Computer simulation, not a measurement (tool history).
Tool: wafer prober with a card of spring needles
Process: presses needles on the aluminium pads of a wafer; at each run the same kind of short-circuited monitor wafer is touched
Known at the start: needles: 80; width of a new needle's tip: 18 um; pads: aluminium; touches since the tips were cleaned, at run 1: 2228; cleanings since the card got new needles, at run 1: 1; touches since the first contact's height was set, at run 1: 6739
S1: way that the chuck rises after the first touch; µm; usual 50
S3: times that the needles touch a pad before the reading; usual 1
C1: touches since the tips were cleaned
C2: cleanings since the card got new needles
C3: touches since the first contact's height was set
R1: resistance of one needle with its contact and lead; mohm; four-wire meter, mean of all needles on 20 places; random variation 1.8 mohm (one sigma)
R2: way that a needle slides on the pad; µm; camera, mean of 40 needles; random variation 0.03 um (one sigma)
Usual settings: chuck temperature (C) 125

{"run": 1, "hour": 0.0, "S1": 50, "chuck temperature (C)": 125, "S3": 1, "C1": 2228, "C2": 1, "C3": 6739, "R1": 284, "R2": 8.1}
{"hour": 6.2, "done": "tips cleaned on abrasive film"}
{"run": 2, "hour": 8.4, "S1": 50, "chuck temperature (C)": 125, "S3": 1, "C1": 685, "C2": 2, "C3": 9337, "R1": 320, "R2": 8.1}
{"run": 3, "hour": 16.3, "S1": 50, "chuck temperature (C)": 125, "S3": 1, "C1": 3173, "C2": 2, "C3": 11825, "R1": 312, "R2": 8.12}
{"hour": 19.8, "done": "tips cleaned on abrasive film"}
{"run": 4, "hour": 24.2, "S1": 50, "chuck temperature (C)": 91, "S3": 1, "C1": 1384, "C2": 3, "C3": 14270, "R1": 251, "R2": 8.13}
{"run": 5, "hour": 31.2, "S1": 50, "chuck temperature (C)": 125, "S3": 3, "C1": 3558, "C2": 3, "C3": 16444, "R1": 226, "R2": 8.06}
{"hour": 32.9, "done": "tips cleaned on abrasive film"}
{"run": 6, "hour": 36.4, "S1": 60, "chuck temperature (C)": 125, "S3": 3, "C1": 1076, "C2": 4, "C3": 18036, "R1": 199, "R2": 9.7}
{"hour": 46.1, "done": "tips cleaned on abrasive film"}
{"run": 7, "hour": 46.4, "S1": 60, "chuck temperature (C)": 125, "S3": 3, "C1": 101, "C2": 5, "C3": 21154, "R1": 188, "R2": 9.72}
{"run": 8, "hour": 51.8, "S1": 50, "chuck temperature (C)": 125, "S3": 1, "C1": 1792, "C2": 5, "C3": 22845, "R1": 277, "R2": 8.1}
{"hour": 59.2, "done": "tips cleaned on abrasive film"}
{"run": 9, "hour": 59.2, "S1": 50, "chuck temperature (C)": 125, "S3": 1, "C1": 0, "C2": 6, "C3": 25120, "R1": 198, "R2": 8.08}
{"hour": 61.5, "done": "tips cleaned on abrasive film, once more"}
{"run": 10, "hour": 67.7, "S1": 50, "chuck temperature (C)": 125, "S3": 1, "C1": 1935, "C2": 7, "C3": 27761, "R1": 272, "R2": 7.98}
{"hour": 74.7, "done": "tips cleaned on abrasive film"}
{"run": 11, "hour": 76.5, "S1": 50, "chuck temperature (C)": 125, "S3": 1, "C1": 565, "C2": 8, "C3": 30475, "R1": 227, "R2": 8.07}
{"run": 12, "hour": 87.0, "S1": 50, "chuck temperature (C)": 125, "S3": 1, "C1": 3865, "C2": 8, "C3": 33775, "R1": 302, "R2": 8.04}
{"hour": 88.2, "done": "tips cleaned on abrasive film"}
{"run": 13, "hour": 94.7, "S1": 50, "chuck temperature (C)": 125, "S3": 1, "C1": 2011, "C2": 9, "C3": 36146, "R1": 280, "R2": 8.03}
{"hour": 101.7, "done": "tips cleaned on abrasive film"}
{"run": 14, "hour": 104.4, "S1": 50, "chuck temperature (C)": 125, "S3": 1, "C1": 864, "C2": 10, "C3": 39171, "R1": 247, "R2": 8}
{"run": 15, "hour": 113.1, "S1": 50, "chuck temperature (C)": 31, "S3": 1, "C1": 3573, "C2": 10, "C3": 41880, "R1": 296, "R2": 8.05}
{"hour": 114.7, "done": "tips cleaned on abrasive film"}
{"run": 16, "hour": 118.0, "S1": 50, "chuck temperature (C)": 125, "S3": 3, "C1": 1026, "C2": 11, "C3": 43381, "R1": 206, "R2": 8.03}
{"run": 17, "hour": 122.5, "S1": 50, "chuck temperature (C)": 125, "S3": 1, "C1": 2450, "C2": 11, "C3": 44805, "R1": 290, "R2": 7.99}
{"hour": 128.2, "done": "tips cleaned on abrasive film"}
{"run": 18, "hour": 132.5, "S1": 56, "chuck temperature (C)": 98, "S3": 2, "C1": 1346, "C2": 12, "C3": 47895, "R1": 219, "R2": 8.96}
{"hour": 141.7, "done": "tips cleaned on abrasive film"}
{"run": 19, "hour": 142.2, "S1": 56, "chuck temperature (C)": 98, "S3": 2, "C1": 170, "C2": 13, "C3": 50916, "R1": 193, "R2": 8.97}
{"run": 20, "hour": 147.2, "S1": 38, "chuck temperature (C)": 90, "S3": 1, "C1": 1722, "C2": 13, "C3": 52468, "R1": 341, "R2": 6.1}
{"run": 21, "hour": 152.0, "S1": 32, "chuck temperature (C)": 47, "S3": 2, "C1": 3249, "C2": 13, "C3": 53995, "R1": 362, "R2": 5.08}
{"hour": 154.8, "done": "tips cleaned on abrasive film"}
{"run": 22, "hour": 161.5, "S1": 50, "chuck temperature (C)": 74, "S3": 1, "C1": 2083, "C2": 14, "C3": 56912, "R1": 277, "R2": 7.99}
{"run": 23, "hour": 166.1, "S1": 45, "chuck temperature (C)": 125, "S3": 3, "C1": 3550, "C2": 14, "C3": 58379, "R1": 240, "R2": 7.16}
{"hour": 168.5, "done": "tips cleaned on abrasive film"}
{"run": 24, "hour": 176.3, "S1": 55, "chuck temperature (C)": 58, "S3": 1, "C1": 2439, "C2": 15, "C3": 61517, "R1": 262, "R2": 8.83}
{"hour": 181.6, "done": "tips cleaned on abrasive film"}
{"run": 25, "hour": 184.8, "S1": 38, "chuck temperature (C)": 58, "S3": 3, "C1": 1016, "C2": 16, "C3": 64171, "R1": 226, "R2": 6.02}
{"run": 26, "hour": 192.0, "S1": 31, "chuck temperature (C)": 28, "S3": 2, "C1": 3263, "C2": 16, "C3": 66418, "R1": 386, "R2": 4.88}
{"hour": 195.4, "done": "tips cleaned on abrasive film"}
{"run": 27, "hour": 198.1, "S1": 55, "chuck temperature (C)": 52, "S3": 2, "C1": 844, "C2": 17, "C3": 68290, "R1": 202, "R2": 8.77}
{"run": 28, "hour": 204.3, "S1": 55, "chuck temperature (C)": 52, "S3": 2, "C1": 2793, "C2": 17, "C3": 70239, "R1": 234, "R2": 8.79}
{"hour": 209.1, "done": "tips cleaned on abrasive film"}
{"run": 29, "hour": 210.4, "S1": 70, "chuck temperature (C)": 83, "S3": 1, "C1": 409, "C2": 18, "C3": 72124, "R1": 191, "R2": 11.19}
{"run": 30, "hour": 216.3, "S1": 53, "chuck temperature (C)": 125, "S3": 2, "C1": 2256, "C2": 18, "C3": 73971, "R1": 244, "R2": 8.48}
{"hour": 222.2, "done": "tips cleaned on abrasive film"}
{"run": 31, "hour": 222.4, "S1": 36, "chuck temperature (C)": 35, "S3": 1, "C1": 57, "C2": 19, "C3": 75845, "R1": 209, "R2": 5.69}
{"run": 32, "hour": 227.7, "S1": 65, "chuck temperature (C)": 125, "S3": 1, "C1": 1715, "C2": 19, "C3": 77503, "R1": 234, "R2": 10.39}
{"run": 33, "hour": 232.1, "S1": 65, "chuck temperature (C)": 125, "S3": 1, "C1": 3104, "C2": 19, "C3": 78892, "R1": 246, "R2": 10.4}
{"hour": 235.7, "done": "tips cleaned on abrasive film"}
{"run": 34, "hour": 239.5, "S1": 65, "chuck temperature (C)": 125, "S3": 1, "C1": 1189, "C2": 20, "C3": 81168, "R1": 223, "R2": 10.34}

How the hidden state differs across the entries between the runs, from the last listed run before each to the first after it:
Between runs 1 and 2: tips cleaned on abrasive film (hour 6.2)
  debris on the tips, nm: 63.5 -> 88.4; way that the needles fall short of the set height, um: 0.06 -> 0.07
  measured less the result without the state, R1: +96 -> +133 mohm; R2: -0.01 -> -0.01 µm
Between runs 3 and 4: tips cleaned on abrasive film (hour 19.8)
  debris on the tips, nm: 83.3 -> 46.4; way that the needles fall short of the set height, um: 0.07 -> 0.11; tips' diameter, um: 18.02 -> 18.04
  measured less the result without the state, R1: +125 -> +74 mohm; R2: -0.01 -> -0.02 µm
Between runs 5 and 6: tips cleaned on abrasive film (hour 32.9)
  debris on the tips, nm: 71 -> 41.1; way that the needles fall short of the set height, um: 0.11 -> 0.15; tips' diameter, um: 18.04 -> 18.05
  measured less the result without the state, R1: +39 -> +17 mohm; R2: -0.02 -> -0.02 µm
Between runs 6 and 7: tips cleaned on abrasive film (hour 46.1)
  debris on the tips, nm: 41.1 -> 9.4; way that the needles fall short of the set height, um: 0.15 -> 0.21; tips' diameter, um: 18.05 -> 18.07
  measured less the result without the state, R1: +17 -> +4 mohm; R2: -0.02 -> -0.04 µm
Between runs 8 and 9: tips cleaned on abrasive film (hour 59.2)
  debris on the tips, nm: 55.7 -> 7; way that the needles fall short of the set height, um: 0.21 -> 0.26; tips' diameter, um: 18.07 -> 18.09
  measured less the result without the state, R1: +86 -> +11 mohm; R2: -0.04 -> -0.04 µm
Between runs 9 and 10: tips cleaned on abrasive film, once more (hour 61.5)
  debris on the tips, nm: 7 -> 55.4; way that the needles fall short of the set height, um: 0.26 -> 0.32; tips' diameter, um: 18.09 -> 18.11
  measured less the result without the state, R1: +11 -> +85 mohm; R2: -0.04 -> -0.05 µm
Between runs 10 and 11: tips cleaned on abrasive film (hour 74.7)
  debris on the tips, nm: 55.4 -> 27.5; way that the needles fall short of the set height, um: 0.32 -> 0.38; tips' diameter, um: 18.11 -> 18.13
  measured less the result without the state, R1: +85 -> +43 mohm; R2: -0.05 -> -0.06 µm
Between runs 12 and 13: tips cleaned on abrasive film (hour 88.2)
  debris on the tips, nm: 73.7 -> 59.8; way that the needles fall short of the set height, um: 0.38 -> 0.43; tips' diameter, um: 18.13 -> 18.15
  measured less the result without the state, R1: +114 -> +93 mohm; R2: -0.06 -> -0.07 µm
Between runs 13 and 14: tips cleaned on abrasive film (hour 101.7)
  debris on the tips, nm: 59.8 -> 37.4; way that the needles fall short of the set height, um: 0.43 -> 0.48; tips' diameter, um: 18.15 -> 18.17
  measured less the result without the state, R1: +93 -> +59 mohm; R2: -0.07 -> -0.08 µm
Between runs 15 and 16: tips cleaned on abrasive film (hour 114.7)
  debris on the tips, nm: 72.5 -> 39.7; way that the needles fall short of the set height, um: 0.48 -> 0.54; tips' diameter, um: 18.17 -> 18.19
  measured less the result without the state, R1: +130 -> +22 mohm; R2: -0.08 -> -0.09 µm
Between runs 17 and 18: tips cleaned on abrasive film (hour 128.2)
  debris on the tips, nm: 63.6 -> 46.7; way that the needles fall short of the set height, um: 0.54 -> 0.59; tips' diameter, um: 18.19 -> 18.21
  measured less the result without the state, R1: +101 -> +38 mohm; R2: -0.09 -> -0.09 µm
Between runs 18 and 19: tips cleaned on abrasive film (hour 141.7)
  debris on the tips, nm: 46.7 -> 13.9; way that the needles fall short of the set height, um: 0.59 -> 0.64; tips' diameter, um: 18.21 -> 18.23
  measured less the result without the state, R1: +38 -> +12 mohm; R2: -0.09 -> -0.1 µm
Between runs 21 and 22: tips cleaned on abrasive film (hour 154.8)
  debris on the tips, nm: 70.8 -> 58.1; way that the needles fall short of the set height, um: 0.64 -> 0.69; tips' diameter, um: 18.23 -> 18.24
  measured less the result without the state, R1: +177 -> +100 mohm; R2: -0.11 -> -0.11 µm
Between runs 23 and 24: tips cleaned on abrasive film (hour 168.5)
  debris on the tips, nm: 71.9 -> 63.8; way that the needles fall short of the set height, um: 0.69 -> 0.74; tips' diameter, um: 18.24 -> 18.26
  measured less the result without the state, R1: +50 -> +93 mohm; R2: -0.12 -> -0.12 µm
Between runs 24 and 25: tips cleaned on abrasive film (hour 181.6)
  debris on the tips, nm: 63.8 -> 41.5; way that the needles fall short of the set height, um: 0.74 -> 0.78; tips' diameter, um: 18.26 -> 18.27
  measured less the result without the state, R1: +93 -> +46 mohm; R2: -0.12 -> -0.13 µm
Between runs 26 and 27: tips cleaned on abrasive film (hour 195.4)
  debris on the tips, nm: 71.4 -> 37.2; way that the needles fall short of the set height, um: 0.78 -> 0.84; tips' diameter, um: 18.27 -> 18.29
  measured less the result without the state, R1: +203 -> +34 mohm; R2: -0.13 -> -0.14 µm
Between runs 28 and 29: tips cleaned on abrasive film (hour 209.1)
  debris on the tips, nm: 67.3 -> 22.8; way that the needles fall short of the set height, um: 0.84 -> 0.88; tips' diameter, um: 18.29 -> 18.31
  measured less the result without the state, R1: +62 -> +22 mohm; R2: -0.14 -> -0.14 µm
Between runs 30 and 31: tips cleaned on abrasive film (hour 222.2)
  debris on the tips, nm: 61.9 -> 8.5; way that the needles fall short of the set height, um: 0.88 -> 0.92; tips' diameter, um: 18.31 -> 18.32
  measured less the result without the state, R1: +55 -> +31 mohm; R2: -0.15 -> -0.15 µm
Between runs 33 and 34: tips cleaned on abrasive film (hour 235.7)
  debris on the tips, nm: 68.8 -> 42.2; way that the needles fall short of the set height, um: 0.92 -> 0.98; tips' diameter, um: 18.32 -> 18.34
  measured less the result without the state, R1: +68 -> +42 mohm; R2: -0.15 -> -0.16 µm
